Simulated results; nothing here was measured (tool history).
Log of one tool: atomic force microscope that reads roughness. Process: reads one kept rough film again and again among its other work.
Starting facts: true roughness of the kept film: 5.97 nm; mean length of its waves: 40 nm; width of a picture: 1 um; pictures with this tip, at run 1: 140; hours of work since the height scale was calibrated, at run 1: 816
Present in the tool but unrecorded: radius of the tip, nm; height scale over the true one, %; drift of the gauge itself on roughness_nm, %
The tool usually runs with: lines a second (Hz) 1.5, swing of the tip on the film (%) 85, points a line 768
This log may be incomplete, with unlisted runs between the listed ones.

run,hour,lines a second (Hz),swing of the tip on the film (%),points a line,pictures with this tip,hours of work since the height scale was calibrated,roughness of the kept film (nm (root mean square))
1,0,1.5,85,768,140,816,3.971
2,13.3,1.5,85,768,167,826,3.886
3,40,1.5,85,768,223,846,3.716
4,66.5,1.5,69,768,278,866,3.986
# hour 71.6: new tip fitted
5,91.5,1.5,69,768,41,884,4.857
6,111.1,1.55,69,768,82,899,4.678
7,136.8,1.55,69,768,136,918,4.475
8,149.8,1.55,69,768,163,928,4.38
9,170.6,1.55,69,768,206,943,4.232
10,189.9,1.55,69,768,246,958,4.097
11,202.3,1.55,69,768,272,967,4.009
# hour 209.9: new tip fitted
12,227.3,1.5,85,768,36,985,4.428
13,249.7,1.5,63,768,83,1002,4.846
14,265,1.5,84,768,115,1014,4.17
15,288.3,1.5,78,768,163,1031,4.177
# hour 291.6: height scale calibrated on a step standard
16,311.2,1.5,78,768,209,15,4.05
17,323.2,1.5,78,768,234,24,3.928
18,338.8,1.5,78,768,267,35,3.893
# hour 349.7: new tip fitted
19,365.9,1.5,78,746,34,55,4.629
# hour 379.7: height scale calibrated on a step standard, once more
20,383.9,1.5,78,746,70,3,4.527
21,400.8,1.5,85,768,105,16,4.21
22,415.4,1.5,85,768,135,27,4.068
23,433.3,1.5,85,768,173,40,3.967
24,449.6,1.04,69,768,207,52,4.388
25,472.3,1.04,69,768,254,69,4.245
# hour 489.9: new tip fitted
26,490.6,1.04,69,768,1,82,5.151
27,518.7,1.04,69,768,60,103,4.953
28,532,3.24,90,473,87,113,3.254
29,545.6,3.24,90,473,116,124,3.168
30,562.7,0.5,90,521,151,136,4.486
31,590.6,0.87,59,623,209,157,4.544
32,612.2,3.09,61,584,255,173,4.035
# hour 627.7: new tip fitted
33,633.3,1.82,59,263,11,189,5.134
34,648,1.95,56,550,42,200,5.056
35,676.8,1.5,85,890,102,221,4.153
36,702.5,1.38,85,768,156,240,4.036
37,719.2,1.38,85,768,191,253,3.903
38,735.7,2.95,88,768,225,265,3.095
# hour 765.5: new tip fitted
39,765.5,2.95,79,511,0,287,4.214
40,792.1,2.95,79,511,56,307,3.987
41,818.6,1.5,64,768,111,327,4.759
42,840.7,0.79,85,799,157,343,4.367
43,859.5,3.22,60,373,196,357,4.228
44,882.3,1.5,73,768,243,374,4.068

5 ways to go on from here, each from the tool as it stands after run 44. What would each give?
A,894.2,1.5,74,768,268,383,?
B,894.2,2.35,62,512,268,383,?
C,894.2,1.5,78,768,268,383,?
D,894.2,1.5,73,406,268,383,?
E,894.2,1.5,85,625,268,383,?

run,roughness of the kept film (nm (root mean square))
A,3.992
B,4.049
C,3.904
D,3.964
E,3.657
Without the tool's unlogged condition, the same runs would have read:
run,roughness of the kept film (nm (root mean square))
A,4.97
B,5.041
C,4.86
D,4.934
E,4.553

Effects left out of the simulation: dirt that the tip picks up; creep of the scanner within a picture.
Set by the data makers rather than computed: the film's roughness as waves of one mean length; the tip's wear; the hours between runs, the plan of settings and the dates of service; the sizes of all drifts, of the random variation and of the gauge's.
